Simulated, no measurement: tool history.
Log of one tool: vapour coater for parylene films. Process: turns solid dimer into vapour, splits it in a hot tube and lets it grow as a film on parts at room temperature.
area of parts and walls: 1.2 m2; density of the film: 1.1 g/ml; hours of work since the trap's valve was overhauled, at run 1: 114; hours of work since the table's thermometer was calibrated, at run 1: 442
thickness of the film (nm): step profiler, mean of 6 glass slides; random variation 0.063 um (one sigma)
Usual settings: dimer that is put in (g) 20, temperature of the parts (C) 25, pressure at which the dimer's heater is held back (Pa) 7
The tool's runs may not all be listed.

| run | hour | dimer that is put in (g) | temperature of the parts (C) | pressure at which the dimer's heater is held back (Pa) | hours of work since the trap's valve was overhauled | hours of work since the table's thermometer was calibrated | thickness of the film (nm) |
|---|---|---|---|---|---|---|---|
| 1 | 0 | 20 | 25 | 7 | 114 | 442 | 6830 |
| 2 | 10.3 | 20 | 25 | 7 | 118 | 447 | 6740 |
| 3 | 32.6 | 20 | 25 | 7 | 129 | 457 | 6710 |
| 4 | 48.3 | 20 | 25 | 2.33 | 136 | 465 | 7740 |
| 5 | 65.8 | 20 | 25 | 2.33 | 144 | 473 | 7730 |
| 6 | 76 | 20 | 25 | 2.33 | 149 | 478 | 7830 |
| 7 | 91.8 | 20 | 25 | 2.33 | 156 | 485 | 7660 |
| 8 | 115 | 20 | 25 | 7 | 167 | 496 | 6570 |
| 9 | 131.4 | 20 | 25 | 6.9 | 175 | 504 | 6600 |
| 10 | 142.1 | 14 | 25 | 6.9 | 180 | 509 | 4490 |
| 11 | 164.6 | 14 | 25 | 6.9 | 191 | 519 | 4490 |
| 12 | 178.3 | 14 | 25 | 6.9 | 197 | 525 | 4540 |
| 13 | 190 | 14 | 25 | 6.9 | 202 | 531 | 4440 |
| 14 | 209 | 14 | 25 | 6.9 | 211 | 540 | 4480 |
| 15 | 218.9 | 15 | 25 | 6.9 | 216 | 544 | 4730 |
| 16 | 233.8 | 15 | 25 | 7 | 223 | 551 | 4720 |
| 17 | 249.4 | 15 | 25 | 7 | 230 | 559 | 4750 |
|  | 266.3 | trap's valve overhauled |
| 18 | 267.8 | 15 | 25 | 7 | 1 | 565 | 5430 |
| 19 | 280.8 | 15 | 25 | 7 | 7 | 572 | 5460 |
| 20 | 303.9 | 15 | 25 | 7 | 18 | 582 | 5410 |
| 21 | 317.6 | 15 | 25 | 7 | 24 | 589 | 5390 |
| 22 | 337.4 | 15 | 25 | 7 | 33 | 598 | 5350 |
| 23 | 359.8 | 15 | 25 | 7 | 44 | 609 | 5430 |
| 24 | 378.2 | 20 | 25 | 7 | 52 | 617 | 7030 |
| 25 | 389.3 | 20 | 21 | 11.71 | 58 | 622 | 7540 |
| 26 | 402.3 | 29 | 32 | 11.71 | 64 | 628 | 7460 |
| 27 | 420 | 19 | 37 | 3.55 | 72 | 637 | 4890 |
| 28 | 435.7 | 18 | 19 | 2.64 | 79 | 644 | 8750 |
| 29 | 456 | 18 | 19 | 2.64 | 89 | 654 | 8780 |
| 30 | 471.8 | 32 | 20 | 9.58 | 96 | 661 | 12530 |
| 31 | 492.9 | 14 | 25 | 4.02 | 106 | 671 | 5150 |
| 32 | 505.5 | 14 | 25 | 4.02 | 112 | 677 | 5050 |
| 33 | 528.1 | 20 | 21 | 6.05 | 122 | 687 | 7790 |
| 34 | 540.1 | 14 | 36 | 3.42 | 128 | 693 | 3590 |
| 35 | 560.7 | 14 | 36 | 3.42 | 138 | 703 | 3480 |
| 36 | 572.9 | 11 | 36 | 3.42 | 143 | 708 | 2760 |
| 37 | 596.5 | 10 | 29 | 7.37 | 154 | 719 | 2870 |
| 38 | 609.4 | 12 | 29 | 2.15 | 160 | 725 | 4090 |
| 39 | 619.1 | 12 | 29 | 2.15 | 165 | 730 | 3980 |
| 40 | 636.5 | 16 | 29 | 10.57 | 173 | 738 | 4270 |
| 41 | 660.1 | 22 | 19 | 10.57 | 184 | 749 | 8370 |
| 42 | 670.8 | 11 | 21 | 3.59 | 189 | 754 | 4500 |
| 43 | 692.3 | 11 | 21 | 7.23 | 199 | 764 | 4040 |
| 44 | 712.4 | 20 | 26 | 7 | 209 | 773 | 6120 |
| 45 | 734.1 | 20 | 26 | 7 | 219 | 784 | 6140 |
| 46 | 744.8 | 20 | 19 | 7 | 224 | 789 | 7740 |
| 47 | 766.2 | 20 | 19 | 7 | 234 | 799 | 7640 |
|  | 776 | trap's valve overhauled |
| 48 | 787.7 | 20 | 28 | 7 | 5 | 807 | 6470 |

3 ways to go on from here, each from the tool as it stands after run 48. What would each give?
| A | 798.1 | 25 | 18 | 2.17 | 10 | 812 | ? |
| B | 798.1 | 30 | 32 | 7 | 10 | 812 | ? |
| C | 798.1 | 17 | 29 | 7 | 10 | 812 | ? |

| run | thickness of the film (nm) |
|---|---|
| A | 13310 |
| B | 8550 |
| C | 5270 |
Without the tool's hidden state the same runs would have given:
| run | thickness of the film (nm) |
|---|---|
| A | 13790 |
| B | 8860 |
| C | 5460 |
